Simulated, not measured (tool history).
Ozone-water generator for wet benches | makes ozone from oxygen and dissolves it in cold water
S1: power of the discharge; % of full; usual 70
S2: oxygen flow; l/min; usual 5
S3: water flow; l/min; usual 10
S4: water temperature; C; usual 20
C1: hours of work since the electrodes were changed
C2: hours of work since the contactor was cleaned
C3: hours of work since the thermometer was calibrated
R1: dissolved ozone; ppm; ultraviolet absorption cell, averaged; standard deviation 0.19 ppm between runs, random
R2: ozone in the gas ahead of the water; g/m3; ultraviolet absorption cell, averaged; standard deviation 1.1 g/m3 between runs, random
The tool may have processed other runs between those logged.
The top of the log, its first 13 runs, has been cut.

run	day	S1	S2	S3	S4	C1	C2	C3	R1	R2
14	36.642	70	5	8	16	2025	3755	3561	33.7	204.5
15	38.488	70	5	8	16	2064	3793	3600	33.1	203.9
16	41.896	70	5	8	27	2135	3864	3671	26	204.1
17	44.896	70	2.84	8	27	2197	3927	3733	27.3	263.9
18	47.571	70	3.69	8	22	2253	3982	3789	30.2	236.1
19	50.45	70	5.54	8	22	2313	4042	3849	28.8	194.1
20	52.7	40	4.15	15	24	2359	4089	3895	12.7	156.1
21	56.208	58	4.15	15	13	2432	4162	3968	19.2	197.3
22	59.596	70	4.65	10	20	2503	4232	4039	26.5	212.2
23	62.25	61	6.94	10	20	2558	4287	4094	23.4	161
24	64.362	70	5	14	20	2602	4331	4138	20.7	204.6
25	65.871	70	5	14	20	2633	4363	4169	20.7	204.9
26	67.871	70	5	9	22	2675	4404	4211	27.2	202.4
27	70.246	70	5	10	19	2724	4454	4260	27.2	205.5
28	72.646	70	5	10	19	2774	4504	4310	27	204.4
29	74.883	70	5	11	19	2821	4550	4357	25.2	203.2
30	76.904	70	5	11	16	2863	4592	4399	26.7	203.4
31	79.521	70	5.71	9	17	2917	4647	4453	30.2	195
32	82.667	70	5.71	9	17	2982	4712	4519	30.3	192.1
33	85.533	74	6.15	10	20	3042	4772	4578	27.2	194.8

Consider 4 possible next runs. They are alternatives, not a sequence: every one starts from the tool as it was left by run 33. What does each give?
A	88.538	43	4.18	10	20	3104	4834	4641	?	?
B	88.538	74	5.5	14	20	3104	4834	4641	?	?
C	88.538	74	4.26	8	14	3104	4834	4641	?	?
D	88.538	70	5	11	20	3104	4834	4641	?	?

run	R1	R2
A	19.6	163.1
B	21.5	202.8
C	36.2	227.6
D	24.8	204.8
With no hidden state in the tool, these same runs would have given:
run	R1	R2
A	19.7	163.3
B	21.6	203.1
C	36.3	227.9
D	24.9	205.1

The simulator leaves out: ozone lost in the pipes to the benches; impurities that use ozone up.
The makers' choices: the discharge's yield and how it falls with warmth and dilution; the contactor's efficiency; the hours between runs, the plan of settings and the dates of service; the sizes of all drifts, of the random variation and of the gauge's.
